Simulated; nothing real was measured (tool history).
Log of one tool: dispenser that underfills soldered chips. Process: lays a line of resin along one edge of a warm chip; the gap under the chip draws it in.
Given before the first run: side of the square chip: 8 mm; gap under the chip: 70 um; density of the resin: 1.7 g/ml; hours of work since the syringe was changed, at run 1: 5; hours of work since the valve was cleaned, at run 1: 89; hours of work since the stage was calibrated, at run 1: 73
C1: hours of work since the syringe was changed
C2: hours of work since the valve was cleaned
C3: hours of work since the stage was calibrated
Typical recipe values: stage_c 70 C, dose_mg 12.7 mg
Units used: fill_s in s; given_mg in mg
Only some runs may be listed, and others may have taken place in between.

run 1 hour=0 | stage_c=70 dose_mg=12.7 | C1=5 C2=89 C3=73 | fill_s=41.2 given_mg=11.76
-- hour=1.9 new syringe of resin
-- hour=6.1 dispensing valve cleaned and set on the balance
run 2 hour=7.8 | stage_c=61 dose_mg=12.7 | C1=3 C2=1 C3=77 | fill_s=46.2 given_mg=12.64
-- hour=13.7 new syringe of resin
run 3 hour=14.4 | stage_c=61 dose_mg=12.7 | C1=0 C2=5 C3=80 | fill_s=38.2 given_mg=12.71
run 4 hour=20.2 | stage_c=61 dose_mg=15.4 | C1=4 C2=8 C3=84 | fill_s=48 given_mg=15.36
run 5 hour=23.6 | stage_c=61 dose_mg=15.4 | C1=6 C2=10 C3=86 | fill_s=54.7 given_mg=15.25
-- hour=24.6 new syringe of resin
run 6 hour=30.8 | stage_c=61 dose_mg=15.4 | C1=4 C2=14 C3=90 | fill_s=48.2 given_mg=15.15
run 7 hour=34.5 | stage_c=60 dose_mg=15.4 | C1=6 C2=17 C3=92 | fill_s=57.8 given_mg=15.18
-- hour=35.3 new syringe of resin
run 8 hour=39.8 | stage_c=61 dose_mg=12.7 | C1=3 C2=20 C3=95 | fill_s=44 given_mg=12.38
run 9 hour=43.2 | stage_c=61 dose_mg=12.7 | C1=5 C2=22 C3=97 | fill_s=50 given_mg=12.46
-- hour=46.1 new syringe of resin
run 10 hour=48.7 | stage_c=61 dose_mg=12.7 | C1=2 C2=25 C3=100 | fill_s=41.3 given_mg=12.43
run 11 hour=53.4 | stage_c=80 dose_mg=12.7 | C1=4 C2=28 C3=103 | fill_s=28.3 given_mg=12.4
-- hour=56.7 new syringe of resin
run 12 hour=59.9 | stage_c=80 dose_mg=12.7 | C1=2 C2=31 C3=107 | fill_s=24.1 given_mg=12.25
run 13 hour=64.4 | stage_c=80 dose_mg=12.7 | C1=5 C2=34 C3=110 | fill_s=27.9 given_mg=12.39
-- hour=67.6 new syringe of resin
run 14 hour=70 | stage_c=80 dose_mg=12.7 | C1=1 C2=37 C3=113 | fill_s=22 given_mg=12.29
run 15 hour=76.9 | stage_c=58 dose_mg=12.7 | C1=6 C2=41 C3=117 | fill_s=59.7 given_mg=12.23
-- hour=78.3 new syringe of resin
run 16 hour=82.4 | stage_c=58 dose_mg=12.7 | C1=2 C2=45 C3=120 | fill_s=47.7 given_mg=12.21
run 17 hour=87.2 | stage_c=70 dose_mg=12.7 | C1=5 C2=47 C3=123 | fill_s=39.2 given_mg=12.28
-- hour=88.9 new syringe of resin
run 18 hour=93.2 | stage_c=80 dose_mg=12.7 | C1=3 C2=51 C3=126 | fill_s=24.7 given_mg=12.1
-- hour=99.6 new syringe of resin
run 19 hour=100.1 | stage_c=80 dose_mg=12.2 | C1=0 C2=55 C3=130 | fill_s=21.6 given_mg=11.58
run 20 hour=106.2 | stage_c=80 dose_mg=12.2 | C1=4 C2=58 C3=134 | fill_s=27.3 given_mg=11.65
-- hour=110.3 new syringe of resin
run 21 hour=110.3 | stage_c=63 dose_mg=11 | C1=0 C2=61 C3=136 | fill_s=36.9 given_mg=10.4
run 22 hour=114.7 | stage_c=82 dose_mg=12.3 | C1=3 C2=63 C3=139 | fill_s=24.9 given_mg=11.6
-- hour=121 new syringe of resin
run 23 hour=121.1 | stage_c=61 dose_mg=11.9 | C1=0 C2=67 C3=143 | fill_s=37.1 given_mg=11.18
run 24 hour=126.1 | stage_c=55 dose_mg=15.3 | C1=3 C2=70 C3=146 | fill_s=53.8 given_mg=14.48
run 25 hour=130.9 | stage_c=84 dose_mg=15.6 | C1=6 C2=73 C3=149 | fill_s=26.9 given_mg=14.58
-- hour=131.7 new syringe of resin
run 26 hour=135.2 | stage_c=82 dose_mg=15.6 | C1=2 C2=75 C3=151 | fill_s=22.7 given_mg=14.62
run 27 hour=140.2 | stage_c=82 dose_mg=15.6 | C1=5 C2=78 C3=154 | fill_s=27.8 given_mg=14.38
-- hour=142.8 new syringe of resin
run 28 hour=145.2 | stage_c=78 dose_mg=12.1 | C1=1 C2=81 C3=157 | fill_s=24.7 given_mg=11.2
run 29 hour=150.9 | stage_c=71 dose_mg=15.7 | C1=5 C2=85 C3=160 | fill_s=37.7 given_mg=14.45
-- hour=153.9 new syringe of resin
run 30 hour=156.8 | stage_c=59 dose_mg=14.1 | C1=2 C2=88 C3=164 | fill_s=44.3 given_mg=13.03
run 31 hour=163.3 | stage_c=83 dose_mg=15 | C1=6 C2=92 C3=167 | fill_s=28.7 given_mg=13.76
-- hour=164.6 new syringe of resin
-- hour=165.6 dispensing valve cleaned and set on the balance
run 32 hour=171.2 | stage_c=83 dose_mg=15 | C1=3 C2=3 C3=171 | fill_s=23.8 given_mg=15.01
run 33 hour=174.5 | stage_c=58 dose_mg=12.9 | C1=5 C2=5 C3=173 | fill_s=57.7 given_mg=12.91
-- hour=176.4 new syringe of resin
run 34 hour=179.8 | stage_c=58 dose_mg=12.9 | C1=2 C2=8 C3=176 | fill_s=46.4 given_mg=12.73

Each row is a separate what-if for the run after 34, all from the same tool condition, not one after another. Results?
run A hour=184 | stage_c=72 dose_mg=13.1 | C1=5 C2=11 C3=179 | fill_s=? given_mg=?
run B hour=184 | stage_c=83 dose_mg=11.2 | C1=5 C2=11 C3=179 | fill_s=? given_mg=?
run C hour=184 | stage_c=82 dose_mg=10.9 | C1=5 C2=11 C3=179 | fill_s=? given_mg=?

run=A fill_s=35.4 given_mg=12.91
run=B fill_s=26.3 given_mg=11.2
run=C fill_s=27.2 given_mg=10.72
With the hidden condition removed and each run's random variation left untouched, the same runs would have given:
run=A fill_s=26.8 given_mg=12.99
run=B fill_s=19.9 given_mg=11.27
run=C fill_s=20.5 given_mg=10.79
